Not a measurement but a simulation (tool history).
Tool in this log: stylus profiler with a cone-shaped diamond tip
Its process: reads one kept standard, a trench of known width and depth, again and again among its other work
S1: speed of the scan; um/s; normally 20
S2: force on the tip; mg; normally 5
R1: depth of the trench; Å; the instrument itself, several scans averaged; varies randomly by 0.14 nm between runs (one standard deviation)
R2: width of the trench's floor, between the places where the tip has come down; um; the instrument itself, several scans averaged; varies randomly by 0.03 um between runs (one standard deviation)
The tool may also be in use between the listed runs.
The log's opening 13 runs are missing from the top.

| run | hour | S1 | S2 | R1 | R2 |
|---|---|---|---|---|---|
| 14 | 395.4 | 55 | 5 | 5155 | 14.53 |
| 15 | 421.4 | 20 | 10.79 | 5240.2 | 14.67 |
| 16 | 438.3 | 20 | 10.79 | 5238.5 | 14.66 |
| 17 | 470.6 | 20 | 5 | 5155.3 | 14.56 |
| 18 | 501.8 | 20 | 5 | 5156.9 | 14.58 |
| 19 | 520.5 | 21 | 5 | 5154.1 | 14.64 |
| 20 | 544.5 | 20 | 5 | 5155.9 | 14.63 |
| 21 | 579.3 | 20 | 5 | 5154.3 | 14.58 |
| 22 | 614.7 | 20 | 5 | 5155.2 | 14.54 |
| 23 | 636.7 | 20 | 5 | 5155.1 | 14.57 |
| 24 | 659.3 | 55 | 5 | 5156 | 14.36 |
| 25 | 695.4 | 55 | 5 | 5154.9 | 14.42 |
| 26 | 727 | 68 | 2.77 | 5112.2 | 14.16 |
| 27 | 761.5 | 8 | 14.69 | 5296.5 | 14.57 |
| 28 | 779.2 | 8 | 14.69 | 5296.1 | 14.58 |
| 29 | 799.6 | 7 | 2.36 | 5107.5 | 14.57 |
| 30 | 822.9 | 6 | 2.71 | 5113.6 | 14.54 |
| 31 | 858.7 | 6 | 2.71 | 5115.9 | 14.52 |
| 32 | 891.3 | 5 | 4.2 | 5143.2 | 14.5 |
| 33 | 920.3 | 43 | 9.33 | 5227.7 | 14.35 |
| 34 | 939.4 | 43 | 9.33 | 5227 | 14.36 |
| 35 | 962.6 | 43 | 9.33 | 5225.6 | 14.36 |
| 36 | 994.7 | 36 | 11.28 | 5257.9 | 14.42 |
| 37 | 1021.9 | 42 | 2.28 | 5107.4 | 14.2 |

Run 38 comes next. What will it give?
| 38 | 1046.6 | 62 | 2.03 | ? | ? |

R1: 5104.7 Å
R2: 14.04 um
On a tool with no hidden condition, and with the same random variation, this run would have come out at R1 5074.6 Å, R2 15.21 um.

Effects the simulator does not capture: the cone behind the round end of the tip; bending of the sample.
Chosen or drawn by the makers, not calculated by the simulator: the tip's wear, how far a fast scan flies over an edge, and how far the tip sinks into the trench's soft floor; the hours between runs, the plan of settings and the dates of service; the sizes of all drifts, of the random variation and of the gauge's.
